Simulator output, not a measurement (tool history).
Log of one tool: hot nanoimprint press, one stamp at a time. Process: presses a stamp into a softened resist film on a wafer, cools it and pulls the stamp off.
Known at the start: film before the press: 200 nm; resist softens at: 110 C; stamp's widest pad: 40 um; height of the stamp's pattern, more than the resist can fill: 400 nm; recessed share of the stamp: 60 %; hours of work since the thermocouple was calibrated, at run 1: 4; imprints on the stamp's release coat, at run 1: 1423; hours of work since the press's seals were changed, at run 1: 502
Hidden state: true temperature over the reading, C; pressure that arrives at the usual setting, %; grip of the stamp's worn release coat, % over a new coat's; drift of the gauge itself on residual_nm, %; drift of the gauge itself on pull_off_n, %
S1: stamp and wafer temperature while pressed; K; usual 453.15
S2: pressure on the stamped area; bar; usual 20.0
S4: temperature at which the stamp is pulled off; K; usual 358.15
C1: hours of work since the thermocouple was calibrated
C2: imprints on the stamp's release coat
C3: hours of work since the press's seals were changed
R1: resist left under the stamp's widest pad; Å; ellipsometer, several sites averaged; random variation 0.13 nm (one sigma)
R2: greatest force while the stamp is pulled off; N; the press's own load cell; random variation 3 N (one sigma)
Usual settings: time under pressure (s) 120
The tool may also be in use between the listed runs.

Run 1, hour 0.0: usual settings; C1 4; C2 1423; C3 502. Result: R1 977 Å, R2 174 N.
Run 2, hour 22.9: usual settings but S2 16.7 bar; C1 17; C2 1524; C3 515. Result: R1 1053 Å, R2 179 N.
Run 3, hour 42.3: usual settings but S2 16.7 bar; C1 28; C2 1610; C3 526. Result: R1 1053 Å, R2 184 N.
At hour 70.0: stamp cleaned and given a new release coat.
Run 4, hour 79.8: usual settings but S2 16.7 bar; C1 46; C2 43; C3 544. Result: R1 1054 Å, R2 148 N.
Run 5, hour 104.2: usual settings; C1 60; C2 151; C3 558. Result: R1 977 Å, R2 154 N.
At hour 128.0: press's hydraulic seals changed and the load cell set to zero.
Run 6, hour 147.6: usual settings but S1 465.15 K; C1 80; C2 308; C3 11. Result: R1 623 Å, R2 157 N.
Run 7, hour 165.1: usual settings but S1 465.15 K; C1 90; C2 386; C3 21. Result: R1 622 Å, R2 152 N.
Run 8, hour 181.2: usual settings; C1 100; C2 457; C3 31. Result: R1 963 Å, R2 154 N.
Run 9, hour 199.1: usual settings but S2 30.6 bar; C1 110; C2 537; C3 41. Result: R1 794 Å, R2 159 N.
Run 10, hour 225.7: usual settings but S2 30.6 bar, S4 360.15 K; C1 125; C2 655; C3 56. Result: R1 794 Å, R2 156 N.
Run 11, hour 242.3: usual settings but S2 30.6 bar, S4 360.15 K; C1 135; C2 728; C3 66. Result: R1 793 Å, R2 159 N.
Run 12, hour 276.3: usual settings but S2 30.6 bar, S4 360.15 K; C1 154; C2 879; C3 85. Result: R1 792 Å, R2 152 N.
Run 13, hour 303.3: usual settings but S2 30.6 bar, S4 360.15 K; C1 170; C2 999; C3 101. Result: R1 791 Å, R2 154 N.
Run 14, hour 334.6: usual settings but S2 30.6 bar, S4 360.15 K; C1 188; C2 1138; C3 119. Result: R1 793 Å, R2 161 N.
Run 15, hour 364.4: usual settings but S2 30.6 bar, S4 360.15 K; C1 205; C2 1270; C3 136. Result: R1 792 Å, R2 161 N.
Run 16, hour 382.6: usual settings but S2 30.6 bar, S4 360.15 K; C1 215; C2 1351; C3 146. Result: R1 791 Å, R2 167 N.
Run 17, hour 417.4: usual settings but S2 12.4 bar, S4 360.15 K; C1 235; C2 1505; C3 166. Result: R1 1164 Å, R2 175 N.
Run 18, hour 445.4: usual settings but S1 446.15 K, S2 30.3 bar, time under pressure (s) 181, S4 347.15 K; C1 252; C2 1629; C3 182. Result: R1 900 Å, R2 245 N.
At hour 469.3: stamp cleaned and given a new release coat.
Run 19, hour 470.1: usual settings but S1 446.15 K, S2 30.3 bar, time under pressure (s) 181, S4 347.15 K; C1 262; C2 3; C3 193. Result: R1 901 Å, R2 188 N.
Run 20, hour 501.0: usual settings but S1 446.15 K, S2 30.3 bar, time under pressure (s) 181, S4 347.15 K; C1 280; C2 140; C3 211. Result: R1 900 Å, R2 199 N.
Run 21, hour 518.9: usual settings but S1 446.15 K, S2 30.3 bar, time under pressure (s) 181, S4 347.15 K; C1 290; C2 220; C3 221. Result: R1 901 Å, R2 194 N.
Run 22, hour 537.2: usual settings but S1 446.15 K, S2 30.3 bar, time under pressure (s) 181, S4 347.15 K; C1 301; C2 301; C3 232. Result: R1 899 Å, R2 197 N.
Run 23, hour 558.1: usual settings but time under pressure (s) 202; C1 313; C2 393; C3 244. Result: R1 783 Å, R2 148 N.
Run 24, hour 576.2: usual settings but time under pressure (s) 141; C1 323; C2 474; C3 254. Result: R1 901 Å, R2 153 N.

Forecast run 25:
Run 25, hour 594.7: usual settings but time under pressure (s) 141; C1 334; C2 556; C3 265. Result: R1 ?, R2 ?.

R1: 899 Å
R2: 156 N
Without the tool's hidden state the same run would have given R1 909 Å, R2 146 N.
